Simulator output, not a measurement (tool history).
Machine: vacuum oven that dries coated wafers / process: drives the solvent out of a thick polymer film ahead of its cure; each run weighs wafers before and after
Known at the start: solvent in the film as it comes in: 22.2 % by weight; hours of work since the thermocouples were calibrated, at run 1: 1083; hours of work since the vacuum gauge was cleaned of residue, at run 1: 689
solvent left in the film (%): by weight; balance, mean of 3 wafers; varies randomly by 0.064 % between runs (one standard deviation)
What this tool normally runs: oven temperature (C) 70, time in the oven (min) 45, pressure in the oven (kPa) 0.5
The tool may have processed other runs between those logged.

run	hour	oven temperature (C)	time in the oven (min)	pressure in the oven (kPa)	hours of work since the thermocouples were calibrated	hours of work since the vacuum gauge was cleaned of residue	solvent left in the film (%)
1	0	70	45	0.5	1083	689	4.62
2	63.4	70	45	0.5	1112	717	4.51
3	161.9	70	45	0.5	1156	761	4.63
4	259.9	70	45	0.5	1199	805	4.63
5	333.5	70	45	0.5	1232	838	4.47
6	438	70	45	0.5	1279	884	4.47
# hour 508.5: oven's thermocouples calibrated
7	539.7	62	45	0.5	14	929	9.07
8	632.7	62	45	0.273	55	970	9.02
9	704.9	62	45	0.273	88	1002	9.09
10	750.8	62	45	0.273	108	1023	8.76
11	852.1	62	45	0.273	153	1068	9
12	949.8	70	45	0.995	197	1111	4.67
13	1041.9	70	45	0.995	238	1153	4.58
14	1101.7	70	45	0.995	264	1179	4.74
15	1195.3	70	55	0.5	306	1221	3.53
16	1296.2	70	23	0.5	351	1266	8.83
17	1347.5	70	23	0.5	374	1289	8.87
18	1451.1	70	23	0.5	420	1335	8.87
19	1508.4	70	23	0.5	446	1361	9.05
20	1613.8	70	23	0.5	493	1408	8.9
21	1679.3	70	65	0.5	522	1437	2.6
22	1747.3	70	65	0.31	552	1467	2.44
23	1801.6	70	49	0.5	576	1491	4.12
24	1886	70	49	0.5	614	1529	4.07
25	1934.7	66	61	0.462	636	1551	4.78
26	1987.5	78	45	0.5	659	1574	1.41
27	2085.7	81	59	0.806	703	1618	0.39
# hour 2153.6: vacuum gauge cleaned of residue and calibrated
28	2191.7	82	57	0.253	750	17	0.19
29	2284.5	70	36	0.5	791	58	6.03
30	2329.4	70	36	0.5	811	78	6.08
31	2387.3	70	68	0.344	837	104	2.29
32	2436.1	70	68	0.344	859	126	2.35
33	2542.2	70	33	0.5	906	173	6.54
34	2647	70	45	0.709	953	220	4.62
35	2692.5	66	45	0.666	973	240	6.6
36	2756.5	73	59	0.436	1002	269	1.98
37	2803.5	75	45	0.658	1023	290	2.4
38	2876.3	75	45	0.658	1055	322	2.35
39	2927.8	78	70	0.658	1078	345	0.42
40	2996.3	69	25	0.658	1108	376	8.83
41	3069.7	62	25	0.658	1141	408	11.99
42	3113	62	25	1.297	1161	428	12.52
43	3178.7	81	61	1.297	1190	457	0.49
44	3274.7	78	27	0.5	1233	500	3.76
45	3351.8	78	27	0.5	1267	534	3.82
46	3419.2	70	45	0.5	1297	564	4.56

How the hidden state differs across the entries between the runs, from the last listed run before each to the first after it:
Run 6 -> run 7: oven's thermocouples calibrated (hour 508.5)
  true wafer temperature over the reading, C: 0.09 -> -0.02; true pressure over the reading, kPa: 0.016 -> 0.017
Run 27 -> run 28: vacuum gauge cleaned of residue and calibrated (hour 2153.6)
  true wafer temperature over the reading, C: 0.03 -> 0.04; true pressure over the reading, kPa: 0.029 -> 0
